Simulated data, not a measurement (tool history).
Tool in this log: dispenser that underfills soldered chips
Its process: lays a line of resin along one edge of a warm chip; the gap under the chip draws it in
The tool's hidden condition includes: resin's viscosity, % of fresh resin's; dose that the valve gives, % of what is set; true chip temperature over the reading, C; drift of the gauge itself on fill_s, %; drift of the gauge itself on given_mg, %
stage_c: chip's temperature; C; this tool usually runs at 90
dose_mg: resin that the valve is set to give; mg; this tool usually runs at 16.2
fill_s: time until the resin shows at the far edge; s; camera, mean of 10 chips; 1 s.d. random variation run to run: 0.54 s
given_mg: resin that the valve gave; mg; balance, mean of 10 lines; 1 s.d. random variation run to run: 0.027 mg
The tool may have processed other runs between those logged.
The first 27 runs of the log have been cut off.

run,day,stage_c,dose_mg,hours of work since the syringe was changed,hours of work since the valve was cleaned,hours of work since the stage was calibrated,fill_s,given_mg
28,6.404,94,20,6,24,265,56.8,19.7
# day 6.446: new syringe of resin
29,6.583,90,17,2,26,268,49.8,16.71
30,6.725,79,18.2,4,29,270,97,17.86
# day 6.883: new syringe of resin
31,7.029,78,15.4,2,33,274,84.1,15.13
32,7.238,78,15.4,5,36,277,114.6,15.08
# day 7.317: new syringe of resin
33,7.417,78,15.4,2,39,280,82.1,15.02
34,7.629,78,15.4,5,42,283,108.9,15.01
# day 7.754: new syringe of resin
35,7.883,78,15.4,2,46,287,86.1,15

Branching from run 35: 4 alternative next runs. What would each branch give?
A,8.154,78,15.5,6,50,291,?,?
B,8.154,95,15.4,6,50,291,?,?
C,8.154,78,14.2,6,50,291,?,?
D,8.154,105,15.4,6,50,291,?,?

run,fill_s,given_mg
A,121.2,15.05
B,55.7,15.02
C,124.8,13.81
D,35.9,14.95
Without the tool's unlogged condition, the same runs would have read:
run,fill_s,given_mg
A,79.5,15.48
B,36.4,15.45
C,81.6,14.21
D,23.4,15.38

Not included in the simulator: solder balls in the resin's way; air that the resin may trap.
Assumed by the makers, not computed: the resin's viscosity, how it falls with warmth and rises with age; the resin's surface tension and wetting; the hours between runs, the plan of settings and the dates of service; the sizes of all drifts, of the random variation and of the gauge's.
